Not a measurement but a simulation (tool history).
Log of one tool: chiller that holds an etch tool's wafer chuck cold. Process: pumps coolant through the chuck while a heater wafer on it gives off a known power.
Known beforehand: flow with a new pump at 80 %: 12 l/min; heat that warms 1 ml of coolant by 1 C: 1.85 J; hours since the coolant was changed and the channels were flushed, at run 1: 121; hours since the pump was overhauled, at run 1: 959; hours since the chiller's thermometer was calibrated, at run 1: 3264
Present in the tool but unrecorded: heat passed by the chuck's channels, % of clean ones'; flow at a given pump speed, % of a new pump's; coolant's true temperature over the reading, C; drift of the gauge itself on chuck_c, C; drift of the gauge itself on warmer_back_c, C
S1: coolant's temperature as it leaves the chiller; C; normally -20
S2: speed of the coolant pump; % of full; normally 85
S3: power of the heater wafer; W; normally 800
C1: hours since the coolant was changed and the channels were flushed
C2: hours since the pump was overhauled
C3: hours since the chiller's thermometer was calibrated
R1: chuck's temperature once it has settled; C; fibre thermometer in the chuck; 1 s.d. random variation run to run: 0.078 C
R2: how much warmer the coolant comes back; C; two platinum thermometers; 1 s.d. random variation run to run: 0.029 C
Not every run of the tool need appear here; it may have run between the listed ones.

run	hour	S1	S2	S3	C1	C2	C3	R1	R2
1	0	-20	85	800	121	959	3264	-14.28	2.05
2	22.8	-20	77	800	144	982	3287	-13.93	2.24
3	58.3	-20	77	800	179	1018	3323	-14.01	2.27
4	89.7	-20	85	604	211	1049	3354	-15.74	1.56
5	119.5	-20	85	800	241	1079	3384	-14.34	2.04
6	160.4	-20	85	800	281	1120	3425	-14.39	2.07
7	198.6	-20	65	800	320	1158	3463	-13.29	2.71
8	219.1	-20	65	800	340	1178	3483	-13.28	2.74
9	244.9	-20	65	800	366	1204	3509	-13.14	2.74
10	271.7	-28	65	800	393	1231	3536	-21.1	2.72
11	313.2	-20	85	800	434	1273	3578	-14.41	2.07
# hour 320.2: coolant pump overhauled
12	351.3	-16	85	800	467	31	3611	-10.33	2.07
13	374	-16	85	800	490	54	3633	-10.49	2.08
# hour 381.2: chiller's thermometer calibrated
14	399.3	-16	85	800	514	78	18	-10.26	2.14
15	440.8	-16	85	800	556	120	60	-10.22	2.06
16	463.4	-20	85	893	578	142	82	-13.57	2.29
17	489.7	-14	80	731	605	168	108	-8.54	2
# hour 503: coolant pump overhauled, once more
18	529.2	-14	80	731	639	26	143	-8.59	1.97
19	553.6	-14	80	731	664	51	167	-8.51	1.98
20	593.9	-14	80	731	704	91	208	-8.44	1.98
21	619.5	-23	68	800	730	116	233	-16.42	2.57
22	646.8	-20	86	911	757	144	261	-13.56	2.29
23	687.9	-20	86	561	798	185	302	-15.99	1.39
24	706.8	-20	86	561	817	204	321	-15.95	1.41
25	730.6	-29	85	811	841	228	344	-22.99	2.05
26	766.9	-29	94	476	877	264	381	-25.99	1.1
27	784.4	-20	85	628	894	281	398	-15.62	1.59
28	807	-20	85	628	917	304	421	-15.49	1.62
29	823.9	-28	81	800	934	321	438	-22.06	2.18
30	846.4	-28	81	800	956	343	460	-21.99	2.14
31	870.3	-20	85	809	980	367	484	-14.16	2.04
32	896.8	-17	78	978	1007	394	511	-9.61	2.71

3 options for the next run, each taken on its own from the tool as it stands now. Forecast them:
A	922.9	-17	72	816	1033	420	537	?	?
B	922.9	-28	95	1113	1033	420	537	?	?
C	922.9	-17	74	978	1033	420	537	?	?

run	R1	R2
A	-10.53	2.53
B	-20.42	2.5
C	-9.3	2.86
With the hidden condition removed and each run's random variation left untouched, the same runs would have given:
run	R1	R2
A	-10.53	2.51
B	-20.45	2.48
C	-9.33	2.85

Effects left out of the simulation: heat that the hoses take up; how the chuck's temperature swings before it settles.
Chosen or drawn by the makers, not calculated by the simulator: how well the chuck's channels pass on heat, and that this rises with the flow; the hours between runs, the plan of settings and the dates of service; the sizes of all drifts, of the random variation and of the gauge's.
